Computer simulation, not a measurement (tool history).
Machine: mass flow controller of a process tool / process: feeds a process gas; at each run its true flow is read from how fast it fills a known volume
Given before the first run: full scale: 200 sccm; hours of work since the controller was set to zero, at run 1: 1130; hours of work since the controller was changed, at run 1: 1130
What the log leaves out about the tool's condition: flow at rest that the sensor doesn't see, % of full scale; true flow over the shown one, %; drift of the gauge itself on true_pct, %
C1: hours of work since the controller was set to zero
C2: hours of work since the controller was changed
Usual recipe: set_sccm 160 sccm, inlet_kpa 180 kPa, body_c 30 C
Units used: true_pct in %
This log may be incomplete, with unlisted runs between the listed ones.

Run 1, hour 0: usual settings; C1 1130; C2 1130. Result: true_pct 99.49 %.
Run 2, hour 55.7: usual settings; C1 1168; C2 1168. Result: true_pct 99.45 %.
Run 3, hour 149.5: usual settings; C1 1232; C2 1232. Result: true_pct 99.27 %.
Run 4, hour 189.5: usual settings; C1 1259; C2 1259. Result: true_pct 99.38 %.
Run 5, hour 262.5: usual settings; C1 1309; C2 1309. Result: true_pct 99.29 %.
Run 6, hour 311.9: usual settings; C1 1343; C2 1343. Result: true_pct 99.41 %.
Run 7, hour 401: usual settings but set_sccm 121 sccm; C1 1404; C2 1404. Result: true_pct 99.19 %.
Run 8, hour 443.5: usual settings but set_sccm 121 sccm, inlet_kpa 142 kPa; C1 1433; C2 1433. Result: true_pct 99.08 %.
Run 9, hour 530.1: usual settings but set_sccm 121 sccm, inlet_kpa 142 kPa; C1 1492; C2 1492. Result: true_pct 99.07 %.
Run 10, hour 616.9: usual settings but set_sccm 121 sccm, inlet_kpa 142 kPa; C1 1552; C2 1552. Result: true_pct 99.18 %.
Run 11, hour 694.1: usual settings but set_sccm 60 sccm, inlet_kpa 229 kPa, body_c 38 C; C1 1605; C2 1605. Result: true_pct 98.24 %.
Run 12, hour 784.1: usual settings but set_sccm 46 sccm, body_c 38 C; C1 1666; C2 1666. Result: true_pct 98.24 %.
Run 13, hour 862.7: usual settings but set_sccm 80 sccm, inlet_kpa 181 kPa, body_c 27 C; C1 1720; C2 1720. Result: true_pct 99.45 %.
Run 14, hour 906.4: usual settings but set_sccm 80 sccm, inlet_kpa 166 kPa, body_c 38 C; C1 1750; C2 1750. Result: true_pct 98.42 %.
Run 15, hour 994.1: usual settings but inlet_kpa 172 kPa; C1 1810; C2 1810. Result: true_pct 99.28 %.
Run 16, hour 1047.9: usual settings but set_sccm 25 sccm, inlet_kpa 238 kPa, body_c 33 C; C1 1847; C2 1847. Result: true_pct 98.72 %.

Each row is a separate what-if for the run after 16, all from the same tool condition, not one after another. Results?
Run A, hour 1113.5: usual settings but set_sccm 66 sccm, inlet_kpa 142 kPa, body_c 32 C; C1 1892; C2 1892. Result: true_pct ?.
Run B, hour 1113.5: usual settings but inlet_kpa 173 kPa, body_c 24 C; C1 1892; C2 1892. Result: true_pct ?.
Run C, hour 1113.5: usual settings but body_c 39 C; C1 1892; C2 1892. Result: true_pct ?.
Run D, hour 1113.5: usual settings but set_sccm 25 sccm, inlet_kpa 212 kPa, body_c 33 C; C1 1892; C2 1892. Result: true_pct ?.
Run E, hour 1113.5: usual settings but set_sccm 35 sccm, inlet_kpa 178 kPa; C1 1892; C2 1892. Result: true_pct ?.

run  true_pct
  A     98.72
  B     99.88
  C     98.52
  D     98.61
  E      98.9
Without the tool's hidden state the same runs would have given:
run  true_pct
  A     98.73
  B     99.89
  C     98.53
  D     98.61
  E      98.9
